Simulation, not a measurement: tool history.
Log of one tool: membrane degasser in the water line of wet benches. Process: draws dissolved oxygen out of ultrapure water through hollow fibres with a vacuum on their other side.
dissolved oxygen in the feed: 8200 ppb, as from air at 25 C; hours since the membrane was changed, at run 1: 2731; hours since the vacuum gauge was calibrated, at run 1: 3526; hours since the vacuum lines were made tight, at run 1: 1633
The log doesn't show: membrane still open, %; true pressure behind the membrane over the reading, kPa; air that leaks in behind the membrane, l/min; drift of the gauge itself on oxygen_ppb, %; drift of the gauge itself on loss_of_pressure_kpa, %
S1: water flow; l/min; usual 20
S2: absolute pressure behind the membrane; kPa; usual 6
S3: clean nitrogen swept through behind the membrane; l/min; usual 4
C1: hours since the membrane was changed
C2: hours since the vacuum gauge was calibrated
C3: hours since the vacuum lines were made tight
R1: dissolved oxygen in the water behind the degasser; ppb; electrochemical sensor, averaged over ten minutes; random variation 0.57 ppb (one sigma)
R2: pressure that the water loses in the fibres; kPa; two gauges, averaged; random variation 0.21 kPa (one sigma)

{"run": 1, "hour": 0.0, "S1": 20, "S2": 6, "S3": 4, "C1": 2731, "C2": 3526, "C3": 1633, "R1": 50.2, "R2": 50.28}
{"run": 2, "hour": 139.6, "S1": 20, "S2": 6, "S3": 4, "C1": 2871, "C2": 3666, "C3": 1773, "R1": 49.3, "R2": 50.3}
{"run": 3, "hour": 387.5, "S1": 20, "S2": 6, "S3": 4, "C1": 3119, "C2": 3914, "C3": 2021, "R1": 49.5, "R2": 50.29}
{"run": 4, "hour": 567.1, "S1": 20, "S2": 6, "S3": 4, "C1": 3299, "C2": 4093, "C3": 2200, "R1": 50.7, "R2": 50.21}
{"hour": 649.8, "done": "vacuum gauge calibrated"}
{"run": 5, "hour": 847.0, "S1": 20, "S2": 6, "S3": 4, "C1": 3578, "C2": 197, "C3": 2480, "R1": 50.3, "R2": 50.28}
{"run": 6, "hour": 1040.5, "S1": 12, "S2": 6, "S3": 4, "C1": 3771, "C2": 391, "C3": 2673, "R1": 23, "R2": 30.09}
{"run": 7, "hour": 1200.8, "S1": 12, "S2": 6, "S3": 4, "C1": 3932, "C2": 551, "C3": 2833, "R1": 23.6, "R2": 30.18}
{"run": 8, "hour": 1395.0, "S1": 12, "S2": 6, "S3": 4, "C1": 4126, "C2": 745, "C3": 3028, "R1": 23.9, "R2": 30.24}
{"run": 9, "hour": 1635.8, "S1": 20, "S2": 6, "S3": 4, "C1": 4367, "C2": 986, "C3": 3269, "R1": 49.3, "R2": 50.43}
{"run": 10, "hour": 1761.4, "S1": 20, "S2": 6, "S3": 4, "C1": 4492, "C2": 1112, "C3": 3394, "R1": 50.7, "R2": 50.03}
{"run": 11, "hour": 2050.7, "S1": 20, "S2": 6, "S3": 3.4, "C1": 4782, "C2": 1401, "C3": 3683, "R1": 56.7, "R2": 50.65}
{"run": 12, "hour": 2342.1, "S1": 20, "S2": 6, "S3": 3.4, "C1": 5073, "C2": 1692, "C3": 3975, "R1": 57, "R2": 50.79}
{"run": 13, "hour": 2516.1, "S1": 20, "S2": 6, "S3": 3.4, "C1": 5247, "C2": 1866, "C3": 4149, "R1": 57.5, "R2": 50.42}
{"run": 14, "hour": 2677.4, "S1": 20, "S2": 6, "S3": 3.4, "C1": 5408, "C2": 2028, "C3": 4310, "R1": 56.7, "R2": 50.45}
{"run": 15, "hour": 2859.0, "S1": 20, "S2": 6, "S3": 3.4, "C1": 5590, "C2": 2209, "C3": 4492, "R1": 55.8, "R2": 50.3}
{"run": 16, "hour": 2983.9, "S1": 19, "S2": 6, "S3": 4, "C1": 5715, "C2": 2334, "C3": 4617, "R1": 46.9, "R2": 47.92}
{"run": 17, "hour": 3156.8, "S1": 20, "S2": 6, "S3": 2.03, "C1": 5888, "C2": 2507, "C3": 4790, "R1": 82.9, "R2": 50.66}
{"run": 18, "hour": 3446.4, "S1": 20, "S2": 6, "S3": 2.54, "C1": 6177, "C2": 2797, "C3": 5079, "R1": 68.9, "R2": 50.84}
{"run": 19, "hour": 3644.7, "S1": 20, "S2": 6, "S3": 2.54, "C1": 6376, "C2": 2995, "C3": 5277, "R1": 68.7, "R2": 50.66}
{"run": 20, "hour": 3876.8, "S1": 20, "S2": 6.52, "S3": 2.08, "C1": 6608, "C2": 3227, "C3": 5510, "R1": 93.4, "R2": 50.18}
{"run": 21, "hour": 4009.0, "S1": 20, "S2": 6.99, "S3": 4, "C1": 6740, "C2": 3359, "C3": 5642, "R1": 63.9, "R2": 50.96}
{"run": 22, "hour": 4141.5, "S1": 26, "S2": 6, "S3": 2.59, "C1": 6872, "C2": 3492, "C3": 5774, "R1": 101, "R2": 66.28}
{"run": 23, "hour": 4426.6, "S1": 26, "S2": 6, "S3": 2.59, "C1": 7157, "C2": 3777, "C3": 6059, "R1": 100.9, "R2": 66.06}
{"run": 24, "hour": 4577.2, "S1": 26, "S2": 6, "S3": 2.59, "C1": 7308, "C2": 3927, "C3": 6210, "R1": 104.2, "R2": 65.97}
{"run": 25, "hour": 4803.5, "S1": 26, "S2": 6, "S3": 2.59, "C1": 7534, "C2": 4154, "C3": 6436, "R1": 102.3, "R2": 66.16}
{"hour": 4831.0, "done": "vacuum gauge calibrated"}
{"run": 26, "hour": 4964.6, "S1": 20, "S2": 12.04, "S3": 7.65, "C1": 7695, "C2": 134, "C3": 6597, "R1": 75.4, "R2": 50.66}
{"run": 27, "hour": 5251.6, "S1": 20, "S2": 12.04, "S3": 5.94, "C1": 7982, "C2": 421, "C3": 6884, "R1": 91.5, "R2": 51.4}
{"run": 28, "hour": 5403.4, "S1": 20, "S2": 12.04, "S3": 5.94, "C1": 8134, "C2": 572, "C3": 7036, "R1": 90.8, "R2": 50.69}
{"run": 29, "hour": 5673.5, "S1": 31, "S2": 8.08, "S3": 6.97, "C1": 8404, "C2": 843, "C3": 7306, "R1": 109.1, "R2": 79}
{"run": 30, "hour": 5863.5, "S1": 31, "S2": 8.08, "S3": 6.97, "C1": 8594, "C2": 1033, "C3": 7496, "R1": 107.8, "R2": 79.14}
{"run": 31, "hour": 6102.2, "S1": 32, "S2": 12.17, "S3": 4, "C1": 8833, "C2": 1271, "C3": 7734, "R1": 228.4, "R2": 81.59}
{"run": 32, "hour": 6385.5, "S1": 32, "S2": 8.47, "S3": 4.2, "C1": 9116, "C2": 1555, "C3": 8018, "R1": 158, "R2": 81.67}

4 ways to go on from here, each from the tool as it stands after run 32. What would each give?
{"run": "A", "hour": 6610.0, "S1": 22, "S2": 8.47, "S3": 2.36, "C1": 9340, "C2": 1779, "C3": 8242, "R1": "?", "R2": "?"}
{"run": "B", "hour": 6610.0, "S1": 17, "S2": 5.81, "S3": 4, "C1": 9340, "C2": 1779, "C3": 8242, "R1": "?", "R2": "?"}
{"run": "C", "hour": 6610.0, "S1": 32, "S2": 4.11, "S3": 9.4, "C1": 9340, "C2": 1779, "C3": 8242, "R1": "?", "R2": "?"}
{"run": "D", "hour": 6610.0, "S1": 32, "S2": 3.72, "S3": 7.65, "C1": 9340, "C2": 1779, "C3": 8242, "R1": "?", "R2": "?"}

run=A R1=140 R2=56.2
run=B R1=39.2 R2=43.41
run=C R1=71 R2=81.57
run=D R1=66.9 R2=81.58
Without the tool's hidden state the same runs would have given:
run=A R1=133.3 R2=54.73
run=B R1=36 R2=42.27
run=C R1=62.6 R2=79.44
run=D R1=58.5 R2=79.44
